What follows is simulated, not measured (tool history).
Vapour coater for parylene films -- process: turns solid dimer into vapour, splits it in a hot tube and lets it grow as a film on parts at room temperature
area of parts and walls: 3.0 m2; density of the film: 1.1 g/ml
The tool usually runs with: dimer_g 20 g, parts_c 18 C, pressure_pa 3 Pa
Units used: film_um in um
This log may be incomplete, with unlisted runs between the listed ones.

Run 1, day 0: usual settings. Result: film_um 4.35 um.
Run 2, day 1.158: usual settings but parts_c 13 C. Result: film_um 5.01 um.
Run 3, day 2.454: usual settings but parts_c 13 C. Result: film_um 4.96 um.
Run 4, day 3.558: usual settings but parts_c 13 C. Result: film_um 4.88 um.
Run 5, day 4.254: usual settings. Result: film_um 4.2 um.
Run 6, day 5.688: usual settings. Result: film_um 4.11 um.
Run 7, day 7.233: usual settings. Result: film_um 4.11 um.
At day 8.117: trap's valve overhauled.
Run 8, day 8.233: usual settings. Result: film_um 3.91 um.
Run 9, day 9.788: usual settings. Result: film_um 3.71 um.
Run 10, day 11.258: usual settings. Result: film_um 3.72 um.
Run 11, day 12.329: usual settings. Result: film_um 3.76 um.
Run 12, day 13.996: usual settings. Result: film_um 3.68 um.
Run 13, day 15.008: usual settings. Result: film_um 3.67 um.
Run 14, day 16.696: usual settings. Result: film_um 3.62 um.
At day 17.388: trap's valve overhauled, once more.
Run 15, day 18.246: usual settings but parts_c 27 C. Result: film_um 3.63 um.
Run 16, day 19.333: usual settings but parts_c 27 C. Result: film_um 3.59 um.
Run 17, day 20.075: usual settings but parts_c 27 C. Result: film_um 3.59 um.
Run 18, day 21.638: usual settings but dimer_g 36 g. Result: film_um 8.43 um.
Run 19, day 22.75: usual settings. Result: film_um 4.65 um.
Run 20, day 24.325: usual settings but dimer_g 11 g. Result: film_um 2.55 um.
Run 21, day 25.867: usual settings. Result: film_um 4.55 um.
Run 22, day 26.983: usual settings. Result: film_um 4.48 um.
Run 23, day 27.717: usual settings but dimer_g 12 g. Result: film_um 2.73 um.
Run 24, day 28.683: usual settings but parts_c 20 C. Result: film_um 4.15 um.
Run 25, day 30.088: usual settings but parts_c 26 C, pressure_pa 11.68 Pa. Result: film_um 2.93 um.
Run 26, day 31.617: usual settings but dimer_g 9 g, parts_c 15 C, pressure_pa 11.68 Pa. Result: film_um 1.91 um.
Run 27, day 32.504: usual settings but dimer_g 9 g, parts_c 15 C, pressure_pa 11.68 Pa. Result: film_um 1.85 um.
Run 28, day 33.275: usual settings but parts_c 19 C, pressure_pa 6.58 Pa. Result: film_um 3.87 um.
Run 29, day 34.454: usual settings but dimer_g 18 g, parts_c 27 C. Result: film_um 2.97 um.
Run 30, day 35.892: usual settings but dimer_g 17 g, parts_c 27 C, pressure_pa 10.93 Pa. Result: film_um 2.41 um.
Run 31, day 37.246: usual settings but dimer_g 17 g, parts_c 27 C, pressure_pa 10.93 Pa. Result: film_um 2.42 um.
Run 32, day 38.038: usual settings but dimer_g 31 g, parts_c 19 C, pressure_pa 4.9 Pa. Result: film_um 5.99 um.
Run 33, day 39.121: usual settings but parts_c 15 C, pressure_pa 2.11 Pa. Result: film_um 4.81 um.
Run 34, day 39.825: usual settings but dimer_g 10 g, parts_c 15 C, pressure_pa 2.14 Pa. Result: film_um 2.38 um.
At day 40.25: trap's valve overhauled.
Run 35, day 40.846: usual settings but dimer_g 16 g, parts_c 13 C, pressure_pa 2.51 Pa. Result: film_um 4.43 um.
Run 36, day 41.575: usual settings but dimer_g 24 g, parts_c 20 C, pressure_pa 2.97 Pa. Result: film_um 5.35 um.
Run 37, day 42.383: usual settings but dimer_g 25 g. Result: film_um 5.89 um.
Run 38, day 44.025: usual settings but dimer_g 31 g, parts_c 14 C, pressure_pa 2.87 Pa. Result: film_um 8.26 um.
Run 39, day 45.183: usual settings but parts_c 27 C. Result: film_um 3.58 um.
Run 40, day 46.646: usual settings but parts_c 15 C, pressure_pa 9.49 Pa. Result: film_um 4.47 um.
Run 41, day 47.575: usual settings but dimer_g 22 g, parts_c 15 C, pressure_pa 4.28 Pa. Result: film_um 5.35 um.
Run 42, day 48.892: usual settings but dimer_g 24 g, pressure_pa 7.07 Pa. Result: film_um 5.07 um.
Run 43, day 50.238: usual settings but dimer_g 25 g, parts_c 25 C, pressure_pa 7.07 Pa. Result: film_um 4.16 um.
Run 44, day 51.267: usual settings but dimer_g 25 g, parts_c 14 C, pressure_pa 4.42 Pa. Result: film_um 5.96 um.
Run 45, day 52.575: usual settings but dimer_g 13 g, parts_c 12 C, pressure_pa 3.35 Pa. Result: film_um 3.47 um.
Run 46, day 54.071: usual settings but dimer_g 33 g, parts_c 28 C. Result: film_um 5.44 um.
Run 47, day 55.483: usual settings but parts_c 14 C, pressure_pa 2.27 Pa. Result: film_um 5.09 um.

What if the next run were any one of these 4? Each begins from the tool's condition after run 47:
Run A, day 56.5: usual settings but dimer_g 28 g, parts_c 14 C, pressure_pa 2.27 Pa. Result: film_um ?.
Run B, day 56.5: usual settings but dimer_g 16 g, parts_c 27 C, pressure_pa 4.24 Pa. Result: film_um ?.
Run C, day 56.5: usual settings but dimer_g 18 g, parts_c 26 C, pressure_pa 5.46 Pa. Result: film_um ?.
Run D, day 56.5: usual settings but dimer_g 12 g, parts_c 25 C, pressure_pa 3.25 Pa. Result: film_um ?.

run  film_um
  A     7.01
  B     2.53
  C     2.91
  D     2.07
Without the tool's unlogged condition, the same runs would have read:
run  film_um
  A     7.59
  B     2.74
  C     3.15
  D     2.25
